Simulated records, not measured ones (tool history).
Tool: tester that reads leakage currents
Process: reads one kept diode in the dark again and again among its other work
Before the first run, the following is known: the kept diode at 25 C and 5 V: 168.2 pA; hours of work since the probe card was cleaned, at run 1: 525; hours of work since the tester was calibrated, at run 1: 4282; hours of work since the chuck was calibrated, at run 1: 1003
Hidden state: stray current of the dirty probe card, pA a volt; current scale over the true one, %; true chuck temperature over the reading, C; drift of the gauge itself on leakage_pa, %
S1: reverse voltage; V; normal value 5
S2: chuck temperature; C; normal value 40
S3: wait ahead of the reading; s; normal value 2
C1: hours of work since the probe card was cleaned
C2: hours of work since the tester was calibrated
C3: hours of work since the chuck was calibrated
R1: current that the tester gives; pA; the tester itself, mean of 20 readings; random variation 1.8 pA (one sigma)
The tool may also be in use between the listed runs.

run 1 hour=0 | S1=5 S2=40 S3=2 | C1=525 C2=4282 C3=1003 | R1=668.18
run 2 hour=241.2 | S1=5 S2=40 S3=0.81 | C1=668 C2=4426 C3=1147 | R1=675.4
run 3 hour=361.5 | S1=1.28 S2=40 S3=0.81 | C1=740 C2=4497 C3=1219 | R1=396.92
-- hour=450.3 tester calibrated
run 4 hour=506.5 | S1=1.28 S2=40 S3=0.81 | C1=825 C2=33 C3=1304 | R1=391.45
run 5 hour=761.8 | S1=1.28 S2=40 S3=0.81 | C1=977 C2=185 C3=1456 | R1=398.43
-- hour=780.1 chuck's temperature calibrated
run 6 hour=892.9 | S1=1.28 S2=40 S3=0.81 | C1=1054 C2=262 C3=67 | R1=415.6
run 7 hour=1175.4 | S1=5 S2=40 S3=1.5 | C1=1222 C2=431 C3=235 | R1=721.47
run 8 hour=1433.9 | S1=5 S2=57 S3=2 | C1=1376 C2=584 C3=389 | R1=2553.9
-- hour=1715.3 chuck's temperature calibrated, once more
run 9 hour=1722.2 | S1=5 S2=57 S3=2 | C1=1547 C2=755 C3=4 | R1=2116
-- hour=1795.2 probe card cleaned and baked
run 10 hour=1906.1 | S1=5 S2=57 S3=2 | C1=66 C2=863 C3=112 | R1=2115.93
run 11 hour=2105.5 | S1=5 S2=20 S3=2 | C1=185 C2=981 C3=231 | R1=114.08
run 12 hour=2343.7 | S1=5 S2=20 S3=6.64 | C1=327 C2=1123 C3=372 | R1=116.53
run 13 hour=2469 | S1=5 S2=20 S3=6.64 | C1=401 C2=1198 C3=447 | R1=116.91
run 14 hour=2647.6 | S1=2.3 S2=43 S3=0.4 | C1=508 C2=1304 C3=553 | R1=584.14
run 15 hour=2888.6 | S1=2.68 S2=41 S3=6.15 | C1=651 C2=1448 C3=697 | R1=538.36
run 16 hour=3112.4 | S1=18.63 S2=25 S3=1.45 | C1=784 C2=1581 C3=830 | R1=340.84
run 17 hour=3308.7 | S1=18.63 S2=28 S3=0.43 | C1=901 C2=1698 C3=947 | R1=450.78
run 18 hour=3541.6 | S1=19.12 S2=40 S3=1.29 | C1=1040 C2=1836 C3=1086 | R1=1149.11
run 19 hour=3742.9 | S1=19.12 S2=40 S3=1.29 | C1=1160 C2=1956 C3=1205 | R1=1166.02
run 20 hour=3885.3 | S1=19.12 S2=40 S3=1.29 | C1=1244 C2=2041 C3=1290 | R1=1174.26
run 21 hour=4080.9 | S1=4 S2=46 S3=2.11 | C1=1361 C2=2158 C3=1407 | R1=990.3
-- hour=4184.3 chuck's temperature calibrated
run 22 hour=4234.7 | S1=4 S2=46 S3=2.11 | C1=1451 C2=2248 C3=30 | R1=883.36
-- hour=4445.6 probe card cleaned and baked
run 23 hour=4497.2 | S1=6.81 S2=51 S3=0.94 | C1=31 C2=2402 C3=184 | R1=1578.83

Per-run results on a tool with no hidden state, each run keeping its own random variation:
run=1 R1=589.09
run=2 R1=585.95
run=3 R1=343.02
run=4 R1=343.56
run=5 R1=343.85
run=6 R1=344.8
run=7 R1=582.4
run=8 R1=2091.23
run=9 R1=2103.71
run=10 R1=2094.45
run=11 R1=109.68
run=12 R1=108.86
run=13 R1=107.61
run=14 R1=549.78
run=15 R1=497.83
run=16 R1=287.33
run=17 R1=381.01
run=18 R1=996.34
run=19 R1=996.11
run=20 R1=993.4
run=21 R1=852.81
run=22 R1=855.65
run=23 R1=1523.55
